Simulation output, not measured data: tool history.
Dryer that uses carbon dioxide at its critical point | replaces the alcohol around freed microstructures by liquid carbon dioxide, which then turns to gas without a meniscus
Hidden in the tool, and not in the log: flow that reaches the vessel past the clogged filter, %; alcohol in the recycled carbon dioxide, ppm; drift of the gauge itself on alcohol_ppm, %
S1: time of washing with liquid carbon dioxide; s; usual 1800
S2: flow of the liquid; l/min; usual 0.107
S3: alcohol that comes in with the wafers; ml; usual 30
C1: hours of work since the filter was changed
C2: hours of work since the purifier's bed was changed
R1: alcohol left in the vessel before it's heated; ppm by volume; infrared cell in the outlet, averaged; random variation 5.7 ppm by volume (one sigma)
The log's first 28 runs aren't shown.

run	hour	S1	S2	S3	C1	C2	R1
29	1040.6	1800	0.169	44	341	333	132
30	1087.3	1860	0.177	36	357	349	128
31	1117.6	2340	0.107	34	367	360	180
32	1143.4	1800	0.107	31	376	369	406
33	1188.1	1620	0.088	20	392	384	929
34	1211.1	2160	0.147	29	400	392	143
35	1246.0	2160	0.147	29	412	404	156
36	1281.8	2160	0.147	29	424	417	157
37	1312.9	1800	0.154	30	435	428	176

4 ways to go on from here, each from the tool as it stands after run 37. What would each give?
A	1349.3	1140	0.106	29	448	440	?
B	1349.3	2040	0.107	77	448	440	?
C	1349.3	2700	0.125	77	448	440	?
D	1349.3	1680	0.164	104	448	440	?

run	R1
A	2183
B	504
C	169
D	229
Without the tool's hidden state the same runs would have given:
run	R1
A	1521
B	210
C	15
D	43
